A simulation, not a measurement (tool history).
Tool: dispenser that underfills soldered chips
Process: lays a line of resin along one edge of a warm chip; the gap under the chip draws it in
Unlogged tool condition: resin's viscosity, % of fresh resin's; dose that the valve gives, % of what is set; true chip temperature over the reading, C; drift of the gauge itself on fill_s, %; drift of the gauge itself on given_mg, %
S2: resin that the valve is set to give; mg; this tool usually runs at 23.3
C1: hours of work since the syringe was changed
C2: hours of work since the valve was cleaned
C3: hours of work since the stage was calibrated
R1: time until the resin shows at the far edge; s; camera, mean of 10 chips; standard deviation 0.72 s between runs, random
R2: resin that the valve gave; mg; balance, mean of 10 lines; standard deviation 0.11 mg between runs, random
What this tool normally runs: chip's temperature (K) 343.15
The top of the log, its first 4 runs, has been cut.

run 5 hour=31.7 | chip's_temperature_(K)=343.15 S2=23.3 | C1=7 C2=26 C3=21 | R1=122.9 R2=23.24
-- hour=34.9 new syringe of resin
run 6 hour=39.7 | chip's_temperature_(K)=343.15 S2=22.1 | C1=3 C2=31 C3=27 | R1=89 R2=21.83
run 7 hour=45.8 | chip's_temperature_(K)=343.15 S2=22.1 | C1=8 C2=36 C3=31 | R1=132.1 R2=21.96
-- hour=47.8 new syringe of resin
run 8 hour=59.3 | chip's_temperature_(K)=343.15 S2=22.1 | C1=8 C2=45 C3=41 | R1=139.2 R2=21.82
-- hour=60.9 new syringe of resin
-- hour=73.9 new syringe of resin
run 9 hour=74.5 | chip's_temperature_(K)=343.15 S2=23.3 | C1=0 C2=56 C3=51 | R1=67.6 R2=22.89
run 10 hour=82.3 | chip's_temperature_(K)=343.15 S2=23.3 | C1=6 C2=61 C3=57 | R1=111.2 R2=22.89
-- hour=87.3 new syringe of resin
run 11 hour=95.5 | chip's_temperature_(K)=343.15 S2=23.3 | C1=6 C2=71 C3=66 | R1=109.9 R2=22.7
-- hour=100.4 new syringe of resin
run 12 hour=105 | chip's_temperature_(K)=343.15 S2=23.3 | C1=3 C2=77 C3=73 | R1=87.2 R2=22.58
-- hour=113.1 new syringe of resin
run 13 hour=116.2 | chip's_temperature_(K)=343.15 S2=22.5 | C1=2 C2=85 C3=81 | R1=80.7 R2=21.78
run 14 hour=123.5 | chip's_temperature_(K)=343.15 S2=22.5 | C1=7 C2=91 C3=86 | R1=129.1 R2=21.86
-- hour=126.1 new syringe of resin
run 15 hour=130 | chip's_temperature_(K)=343.15 S2=22.5 | C1=3 C2=95 C3=90 | R1=87.6 R2=21.83
run 16 hour=137.9 | chip's_temperature_(K)=343.15 S2=22.5 | C1=8 C2=101 C3=96 | R1=144.9 R2=21.67
-- hour=139.5 new syringe of resin
-- hour=151.6 dispensing valve cleaned and set on the balance
-- hour=153.6 new syringe of resin
run 17 hour=154.4 | chip's_temperature_(K)=353.15 S2=22.5 | C1=1 C2=2 C3=107 | R1=44.4 R2=22.36
-- hour=167.2 new syringe of resin
run 18 hour=167.8 | chip's_temperature_(K)=343.15 S2=27.7 | C1=0 C2=11 C3=116 | R1=67.5 R2=27.49
run 19 hour=175 | chip's_temperature_(K)=346.15 S2=24.2 | C1=6 C2=16 C3=122 | R1=97.6 R2=24.06
-- hour=180.4 new syringe of resin
run 20 hour=186.3 | chip's_temperature_(K)=344.15 S2=20.1 | C1=4 C2=24 C3=129 | R1=96.4 R2=19.73
-- hour=194 new syringe of resin
run 21 hour=194.6 | chip's_temperature_(K)=337.15 S2=22.4 | C1=0 C2=30 C3=135 | R1=92.4 R2=22.29
run 22 hour=204.1 | chip's_temperature_(K)=351.15 S2=21.7 | C1=7 C2=37 C3=142 | R1=91.1 R2=21.46
-- hour=207.5 new syringe of resin
run 23 hour=211.1 | chip's_temperature_(K)=346.15 S2=29.9 | C1=3 C2=42 C3=147 | R1=72.5 R2=29.38
-- hour=220.9 new syringe of resin
run 24 hour=224.5 | chip's_temperature_(K)=346.15 S2=29.9 | C1=3 C2=51 C3=156 | R1=73.3 R2=29.44
run 25 hour=231.1 | chip's_temperature_(K)=346.15 S2=20.6 | C1=7 C2=56 C3=161 | R1=115.9 R2=20.27
-- hour=233.5 new syringe of resin
run 26 hour=239.9 | chip's_temperature_(K)=345.15 S2=23.5 | C1=5 C2=62 C3=167 | R1=90.6 R2=22.73

Run 27, settings as shown, results not yet in. Your forecast:
-- hour=246.3 new syringe of resin
run 27 hour=251.2 | chip's_temperature_(K)=343.15 S2=29.5 | C1=4 C2=70 C3=175 | R1=? R2=?

{"run 27": {"R1": 88.4, "R2": 28.88}}
Were there no unlogged condition in the tool, this run, its random variation unchanged, would have produced R1 63.9 s, R2 29.55 mg.
